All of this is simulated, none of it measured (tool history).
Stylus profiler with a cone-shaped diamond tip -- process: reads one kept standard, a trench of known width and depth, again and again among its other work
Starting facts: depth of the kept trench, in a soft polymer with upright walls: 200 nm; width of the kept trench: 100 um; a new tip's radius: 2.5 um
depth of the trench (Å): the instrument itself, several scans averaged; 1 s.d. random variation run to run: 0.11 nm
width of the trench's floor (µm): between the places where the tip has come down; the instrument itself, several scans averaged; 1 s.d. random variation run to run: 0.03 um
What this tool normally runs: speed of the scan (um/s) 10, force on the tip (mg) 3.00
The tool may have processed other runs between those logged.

run    hour  speed of the scan (um/s)  force on the tip (mg)  depth of the trench (Å)  width of the trench's floor (µm)
  1     0.0                        10                   3.00                   2028.0                             97.96
  2    87.7                        10                   3.00                   2025.9                             97.88
  3   164.7                        10                   3.00                   2026.9                             97.87
  4   215.9                        10                   3.00                   2026.9                             97.85
  5   294.2                        10                   3.00                   2026.6                             97.84
  6   382.5                        10                   3.00                   2026.7                             97.80
  7   470.3                        10                   3.00                   2027.4                             97.74
  8   536.7                        10                   3.00                   2025.1                             97.73
  9   578.9                        10                   3.00                   2024.9                             97.72
 10   620.1                        10                   3.00                   2027.2                             97.75
 11   659.2                        10                   3.00                   2025.4                             97.73
 12   725.9                        10                   3.00                   2024.3                             97.71
 13   771.9                        10                   3.00                   2025.6                             97.69
 14   823.9                        10                   3.00                   2023.9                             97.69
 15   885.6                        21                   3.00                   2024.7                             97.60
 16   924.5                        21                   3.00                   2024.7                             97.55
 17   980.8                        10                   3.00                   2023.7                             97.59
      985.9  -- height scale calibrated on a step standard
 18  1048.3                        10                   3.00                   2021.1                             97.60
 19  1103.9                        10                   3.00                   2019.5                             97.59
 20  1190.3                        10                   3.00                   2018.7                             97.57
 21  1261.7                        10                   3.00                   2021.2                             97.51
 22  1305.3                        10                   3.00                   2020.4                             97.48
 23  1364.6                        10                   3.00                   2021.7                             97.58
 24  1434.2                         3                   6.08                   2037.1                             97.58
 25  1509.6                         3                   6.08                   2036.7                             97.49
     1528.7  -- height scale calibrated on a step standard, once more
 26  1567.9                         3                   6.08                   2044.8                             97.50
 27  1641.9                        11                   2.22                   2024.9                             97.37
 28  1710.2                        38                   2.38                   2024.8                             97.32

What will run 29 give?
 29  1753.1                         2                   2.14                        ?                                 ?

depth of the trench (Å): 2023.4
width of the trench's floor (µm): 97.51
The same run, on a tool lacking any hidden state, would have yielded depth of the trench (Å) 2023.5, width of the trench's floor (µm) 98.09.

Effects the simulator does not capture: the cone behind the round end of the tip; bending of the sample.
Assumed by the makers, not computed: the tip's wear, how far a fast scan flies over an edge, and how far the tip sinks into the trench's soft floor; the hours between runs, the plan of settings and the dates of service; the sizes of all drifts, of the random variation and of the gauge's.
